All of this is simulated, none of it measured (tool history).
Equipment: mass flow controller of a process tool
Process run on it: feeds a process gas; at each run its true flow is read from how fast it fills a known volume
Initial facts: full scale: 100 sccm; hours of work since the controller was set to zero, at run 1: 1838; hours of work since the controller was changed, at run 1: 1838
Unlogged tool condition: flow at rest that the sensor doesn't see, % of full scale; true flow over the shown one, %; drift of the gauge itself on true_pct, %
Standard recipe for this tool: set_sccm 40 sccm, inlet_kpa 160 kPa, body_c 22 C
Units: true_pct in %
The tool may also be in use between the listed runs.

run,hour,set_sccm,inlet_kpa,body_c,hours of work since the controller was set to zero,hours of work since the controller was changed,true_pct
1,0,40,160,22,1838,1838,100.64
2,243.3,40,160,22,2024,2024,100.86
3,375.1,17,160,22,2126,2126,101.26
4,554.7,17,160,22,2263,2263,101.41
5,788,17,160,22,2442,2442,101.77
6,1038.5,84,166,22,2635,2635,101.24
7,1263.5,53,175,32,2807,2807,101.46

What does the tool deliver on the next run?
8,1375,40,192,22,2893,2893,?

true_pct: 101.28 %
Minus the tool's unlogged condition, the same run would have read true_pct 99.36 %.

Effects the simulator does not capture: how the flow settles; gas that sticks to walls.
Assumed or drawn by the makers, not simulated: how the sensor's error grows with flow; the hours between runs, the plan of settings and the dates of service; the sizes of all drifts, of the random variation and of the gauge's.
